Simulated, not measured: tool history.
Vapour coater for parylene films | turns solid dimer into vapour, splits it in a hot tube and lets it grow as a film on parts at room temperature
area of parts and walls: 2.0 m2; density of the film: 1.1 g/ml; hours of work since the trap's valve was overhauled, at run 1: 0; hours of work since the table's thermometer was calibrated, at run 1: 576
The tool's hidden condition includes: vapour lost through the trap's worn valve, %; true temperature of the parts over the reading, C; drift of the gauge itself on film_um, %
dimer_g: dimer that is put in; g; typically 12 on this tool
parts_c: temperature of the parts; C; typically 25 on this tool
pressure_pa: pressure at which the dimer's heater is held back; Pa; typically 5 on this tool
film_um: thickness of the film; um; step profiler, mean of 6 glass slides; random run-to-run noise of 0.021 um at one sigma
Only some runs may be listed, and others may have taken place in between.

run	hour	dimer_g	parts_c	pressure_pa	hours of work since the trap's valve was overhauled	hours of work since the table's thermometer was calibrated	film_um
1	0	12	25	5	0	576	3.13
2	47.7	12	25	5	25	601	3.09
3	126.7	12	25	5	65	641	3.06
4	177	12	25	5	91	667	3.02
5	258	7	25	5	133	709	1.74
6	304	12	25	5	156	733	3.01
7	353	12	25	5	182	758	2.94
8	404.3	12	25	5	208	784	2.93
9	459.7	12	25	5	236	813	2.91
10	518.7	12	25	5	267	843	2.84
11	587.1	12	25	5	302	878	2.84
12	623.7	12	25	5	321	897	2.82
13	705	12	25	5	363	939	2.81
14	782.3	12	25	5	402	979	2.72
# hour 796.4: trap's valve overhauled
15	839.7	12	25	5	22	1006	3.06
16	874.9	12	20	5	40	1024	3.49
17	951	12	25	7.25	79	1063	2.87
18	987.9	11	25	7.25	98	1082	2.6
19	1043.3	11	25	7.25	127	1111	2.57
20	1103.8	11	25	7.25	158	1142	2.53
21	1167.3	12	25	5	191	1175	2.91
22	1220.6	12	25	5	218	1202	2.89
23	1275.3	13	25	5	246	1230	3.1
24	1330.9	13	25	5	275	1259	3.09
# hour 1336.8: table's thermometer calibrated
25	1389.8	13	31	5	305	27	2.67
26	1457.2	19	34	5	339	62	3.59
27	1525.4	17	25	5	374	97	3.92
28	1568.7	11	20	3.74	397	119	2.97
# hour 1595.7: trap's valve overhauled
29	1644.8	17	21	5	25	156	4.79
# hour 1710.1: table's thermometer calibrated, once more
30	1717.8	17	21	5	62	4	4.67
31	1779.8	8	19	7.32	94	36	2.13
32	1834.8	8	19	7.32	122	64	2.12
33	1902.2	7	20	7.32	157	99	1.79
34	1947.3	19	23	6.87	180	122	4.58
35	1998.3	12	25	2.21	207	148	3.34
36	2078.3	12	25	2.21	248	189	3.31
37	2127.7	15	30	5.47	273	215	3.12
38	2206.3	15	30	5.47	313	255	3.07
39	2261.2	12	25	3.71	342	283	2.94
40	2336.4	12	25	6.43	380	322	2.62
# hour 2393.6: trap's valve overhauled
41	2397.3	7	25	4.88	2	351	1.82
42	2475.9	7	25	4.88	42	392	1.81
43	2536.4	6	36	11.65	73	423	1.04
44	2612.7	6	28	2.19	113	462	1.63
45	2685.6	17	31	5	150	500	3.67
46	2722.1	12	28	5	169	518	2.76

5 ways to go on from here, each from the tool as it stands after run 46. What would each give?
A	2776	6	28	5	197	546	?
B	2776	8	18	10.03	197	546	?
C	2776	10	34	4.22	197	546	?
D	2776	12	23	10.36	197	546	?
E	2776	16	34	5	197	546	?

run	film_um
A	1.36
B	2.04
C	2.06
D	2.68
E	3.17
With no hidden state in the tool, these same runs would have given:
run	film_um
A	1.45
B	2.16
C	2.19
D	2.86
E	3.37
